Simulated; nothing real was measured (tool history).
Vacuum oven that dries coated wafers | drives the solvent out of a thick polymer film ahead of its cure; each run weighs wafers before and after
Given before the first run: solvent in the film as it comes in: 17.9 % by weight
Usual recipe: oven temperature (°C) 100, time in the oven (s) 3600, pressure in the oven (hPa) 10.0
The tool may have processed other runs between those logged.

run,hour,oven temperature (°C),time in the oven (s),pressure in the oven (hPa),solvent left in the film (%)
1,0.0,100,3600,10.0,3.16
2,27.3,103,3600,10.0,2.27
3,70.4,100,3600,10.0,3.10
4,95.4,100,3600,10.0,3.18
5,117.5,100,3240,10.0,3.65
6,156.9,100,3240,10.0,3.63
7,196.9,100,3240,10.0,3.70
8,218.3,100,3240,10.0,3.63
9,240.8,100,3600,10.0,3.25
10,274.2,100,3600,10.0,3.11
11,314.2,100,3600,10.0,3.24
12,334.1,100,1920,10.0,6.36
13,366.8,100,2520,10.0,4.84
14,392.9,107,2340,34.6,3.91
15,438.1,107,2340,26.1,3.68
16,478.9,94,2280,29.2,8.61
17,505.4,94,2280,29.2,8.61
18,526.8,108,2040,18.1,3.59
19,564.5,100,3180,10.0,3.89
20,588.4,100,3180,10.0,3.98
21,610.6,100,3180,10.8,3.96
22,646.8,111,4680,12.4,0.78
23,672.2,100,2760,10.0,4.75

5 ways to go on from here, each from the tool as it stands after run 23. What would each give?
A,711.7,100,4860,10.0,?
B,711.7,107,2760,10.0,?
C,711.7,105,6000,6.4,?
D,711.7,85,5100,5.8,?
E,711.7,95,5700,10.0,?

run,solvent left in the film (%)
A,2.18
B,2.42
C,0.78
D,7.04
E,2.88
Without the tool's hidden state the same runs would have given:
run,solvent left in the film (%)
A,1.61
B,1.86
C,0.51
D,6.15
E,2.20

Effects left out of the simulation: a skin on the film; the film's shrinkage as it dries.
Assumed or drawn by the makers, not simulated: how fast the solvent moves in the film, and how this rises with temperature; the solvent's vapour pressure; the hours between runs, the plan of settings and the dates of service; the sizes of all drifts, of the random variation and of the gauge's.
